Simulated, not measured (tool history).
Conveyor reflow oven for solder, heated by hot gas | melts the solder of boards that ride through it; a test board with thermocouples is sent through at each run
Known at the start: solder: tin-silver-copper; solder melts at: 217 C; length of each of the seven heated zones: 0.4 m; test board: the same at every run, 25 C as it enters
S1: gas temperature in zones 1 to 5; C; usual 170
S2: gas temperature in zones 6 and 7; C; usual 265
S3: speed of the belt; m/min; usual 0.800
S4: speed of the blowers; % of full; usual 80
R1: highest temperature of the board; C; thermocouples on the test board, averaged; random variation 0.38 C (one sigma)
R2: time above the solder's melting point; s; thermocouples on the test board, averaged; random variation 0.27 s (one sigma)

run    hour   S1   S2     S3  S4     R1    R2
  1     0.0  170  265  0.800  80  246.8  39.9
  2    33.6  168  265  0.800  80  245.5  38.7
  3    70.8  170  257  0.800  80  239.5  34.4
  4   116.3  170  257  0.800  80  238.5  34.1
  5   160.8  170  257  0.800  80  238.4  33.7
  6   216.4  170  257  0.800  80  238.7  33.1
      224.9  -- flux residue cleaned out of gas plates and filters
  7   250.0  170  265  0.800  51  238.1  31.6
  8   296.0  170  265  0.800  80  246.8  40.1
  9   328.5  170  265  0.800  80  246.7  40.9
 10   361.4  178  265  0.800  80  247.8  43.4
 11   417.0  178  265  0.800  80  247.8  43.1
 12   467.5  170  265  0.872  80  242.5  33.4
      475.1  -- belt drive overhauled, speed set with a stopwatch
 13   511.8  170  265  0.800  80  245.0  39.0
 14   574.0  170  265  0.800  80  244.6  38.9
 15   623.3  164  265  0.800  80  243.5  35.9
      669.8  -- flux residue cleaned out of gas plates and filters
 16   683.7  170  265  0.800  80  246.8  40.3
 17   737.1  170  265  0.800  80  246.1  40.1
 18   771.9  161  265  0.957  56  228.0  15.5
      788.1  -- belt drive overhauled, speed set with a stopwatch, once more
 19   826.6  161  254  0.957  56  220.3   5.2
 20   888.6  161  254  0.957  56  219.7   4.1
 21   916.2  161  254  0.841  56  225.0  13.2
 22   953.6  170  260  0.800  80  240.5  34.8
 23  1004.5  170  279  0.800  50  245.8  37.5
 24  1067.2  170  279  0.800  50  245.7  37.0
 25  1100.6  170  259  0.923  80  233.9  24.2
     1111.8  -- flux residue cleaned out of gas plates and filters
 26  1133.1  170  259  0.923  80  236.3  26.5
 27  1194.2  170  262  0.800  64  238.5  33.3
 28  1233.0  170  262  0.800  64  238.2  32.9
 29  1299.9  170  262  0.800  64  237.7  32.7
 30  1342.7  175  259  0.756  88  243.5  42.2
 31  1400.8  175  259  0.756  88  242.4  42.5

Forecast each of these 3 alternatives for the next run:
  A  1433.8  175  262  0.902  53   ?   ?
  B  1433.8  170  265  0.800  69   ?   ?
  C  1433.8  170  266  0.758  57   ?   ?

run     R1    R2
  A  230.5  19.9
  B  240.9  34.6
  C  240.3  36.5
Without the tool's hidden state the same runs would have given:
run     R1    R2
  A  234.7  24.4
  B  245.5  38.3
  C  244.6  40.3
